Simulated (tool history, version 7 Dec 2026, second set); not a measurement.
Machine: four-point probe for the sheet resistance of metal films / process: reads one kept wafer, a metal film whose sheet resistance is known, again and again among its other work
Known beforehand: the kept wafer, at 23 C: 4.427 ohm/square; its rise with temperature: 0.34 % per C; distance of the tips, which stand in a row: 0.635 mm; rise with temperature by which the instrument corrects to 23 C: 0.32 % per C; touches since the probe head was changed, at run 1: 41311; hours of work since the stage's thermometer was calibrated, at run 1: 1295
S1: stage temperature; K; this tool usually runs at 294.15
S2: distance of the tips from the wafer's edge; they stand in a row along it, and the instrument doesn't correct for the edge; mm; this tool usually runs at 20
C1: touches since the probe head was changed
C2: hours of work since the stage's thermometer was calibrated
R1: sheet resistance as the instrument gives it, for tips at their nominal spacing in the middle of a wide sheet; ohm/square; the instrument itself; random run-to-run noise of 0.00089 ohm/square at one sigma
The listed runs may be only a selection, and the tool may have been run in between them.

| run | hour | S1 | S2 | C1 | C2 | R1 |
|---|---|---|---|---|---|---|
| 1 | 0.0 | 294.15 | 20 | 41311 | 1295 | 4.411687 |
| 2 | 76.8 | 294.15 | 6 | 44734 | 1346 | 4.433126 |
| 3 | 128.8 | 294.15 | 6 | 47049 | 1381 | 4.432819 |
| 4 | 179.3 | 294.15 | 20 | 49300 | 1414 | 4.409121 |
| 5 | 263.2 | 302.15 | 20 | 53038 | 1470 | 4.414547 |
| 6 | 328.6 | 302.15 | 20 | 55953 | 1513 | 4.414596 |
| 7 | 379.8 | 302.15 | 20 | 58233 | 1547 | 4.411810 |
| 8 | 451.6 | 303.15 | 65 | 61436 | 1595 | 4.412393 |
| 9 | 541.5 | 303.15 | 25 | 65439 | 1655 | 4.411570 |
| 10 | 612.3 | 303.15 | 25 | 68595 | 1702 | 4.409676 |
| 11 | 705.8 | 295.15 | 14 | 72760 | 1764 | 4.404644 |

Measured minus without-hidden-state, run by run (identical run-to-run variation in each term; gauge scatter may differ):
Hidden state at play: inner tips' distance over the nominal, %; tips' flats over new ones', %; wafer's true temperature over the reading, C; drift of the gauge itself on sheet_ohm, %.
| run | R1 |
|---|---|
| 1 | -0.016907 |
| 2 | -0.018006 |
| 3 | -0.018718 |
| 4 | -0.019318 |
| 5 | -0.020234 |
| 6 | -0.021123 |
| 7 | -0.021779 |
| 8 | -0.022655 |
| 9 | -0.023860 |
| 10 | -0.024839 |
| 11 | -0.026200 |
